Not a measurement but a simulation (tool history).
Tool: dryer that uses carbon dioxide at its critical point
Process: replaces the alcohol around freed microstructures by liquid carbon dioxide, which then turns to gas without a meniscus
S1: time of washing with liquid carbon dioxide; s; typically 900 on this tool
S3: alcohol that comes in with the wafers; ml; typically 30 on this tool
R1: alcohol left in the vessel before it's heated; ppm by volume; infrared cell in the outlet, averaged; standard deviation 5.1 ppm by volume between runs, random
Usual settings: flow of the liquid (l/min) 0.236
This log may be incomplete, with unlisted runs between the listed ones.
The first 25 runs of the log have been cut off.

run 26 hour=520.6 | S1=1260 flow_of_the_liquid_(l/min)=0.254 S3=79 | R1=183
run 27 hour=538.9 | S1=720 flow_of_the_liquid_(l/min)=0.188 S3=37 | R1=1245
run 28 hour=564.7 | S1=1080 flow_of_the_liquid_(l/min)=0.249 S3=49 | R1=219
run 29 hour=594.1 | S1=900 flow_of_the_liquid_(l/min)=0.143 S3=32 | R1=1362
run 30 hour=610.4 | S1=900 flow_of_the_liquid_(l/min)=0.143 S3=32 | R1=1388
run 31 hour=634.6 | S1=540 flow_of_the_liquid_(l/min)=0.161 S3=54 | R1=7541
run 32 hour=652.8 | S1=540 flow_of_the_liquid_(l/min)=0.161 S3=54 | R1=7465
run 33 hour=675 | S1=540 flow_of_the_liquid_(l/min)=0.161 S3=54 | R1=7850
run 34 hour=694.9 | S1=540 flow_of_the_liquid_(l/min)=0.161 S3=54 | R1=7690
-- hour=708.9 inlet filter changed
run 35 hour=718.2 | S1=1320 flow_of_the_liquid_(l/min)=0.182 S3=56 | R1=261
run 36 hour=739.1 | S1=1080 flow_of_the_liquid_(l/min)=0.191 S3=35 | R1=317
run 37 hour=758.2 | S1=1080 flow_of_the_liquid_(l/min)=0.191 S3=35 | R1=310
run 38 hour=770.7 | S1=1080 flow_of_the_liquid_(l/min)=0.177 S3=60 | R1=471
run 39 hour=796.9 | S1=1200 flow_of_the_liquid_(l/min)=0.343 S3=80 | R1=245
run 40 hour=815.5 | S1=840 flow_of_the_liquid_(l/min)=0.343 S3=80 | R1=261
run 41 hour=840.1 | S1=900 flow_of_the_liquid_(l/min)=0.236 S3=92 | R1=445
run 42 hour=861.7 | S1=900 flow_of_the_liquid_(l/min)=0.236 S3=92 | R1=448
run 43 hour=881 | S1=960 flow_of_the_liquid_(l/min)=0.211 S3=21 | R1=321
run 44 hour=898.7 | S1=960 flow_of_the_liquid_(l/min)=0.211 S3=21 | R1=331
run 45 hour=913.9 | S1=600 flow_of_the_liquid_(l/min)=0.211 S3=21 | R1=1000
run 46 hour=942.3 | S1=720 flow_of_the_liquid_(l/min)=0.394 S3=28 | R1=292

3 ways to go on from here, each from the tool as it stands after run 46. What would each give?
-- hour=954.4 purifier's bed changed
run A hour=958.9 | S1=960 flow_of_the_liquid_(l/min)=0.212 S3=64 | R1=?
-- hour=954.4 purifier's bed changed
run B hour=958.9 | S1=540 flow_of_the_liquid_(l/min)=0.388 S3=27 | R1=?
-- hour=954.4 purifier's bed changed
run C hour=958.9 | S1=1200 flow_of_the_liquid_(l/min)=0.362 S3=65 | R1=?

run=A R1=217
run=B R1=74
run=C R1=9
What these runs would have given with no unlogged condition in the tool:
run=A R1=181
run=B R1=60
run=C R1=8

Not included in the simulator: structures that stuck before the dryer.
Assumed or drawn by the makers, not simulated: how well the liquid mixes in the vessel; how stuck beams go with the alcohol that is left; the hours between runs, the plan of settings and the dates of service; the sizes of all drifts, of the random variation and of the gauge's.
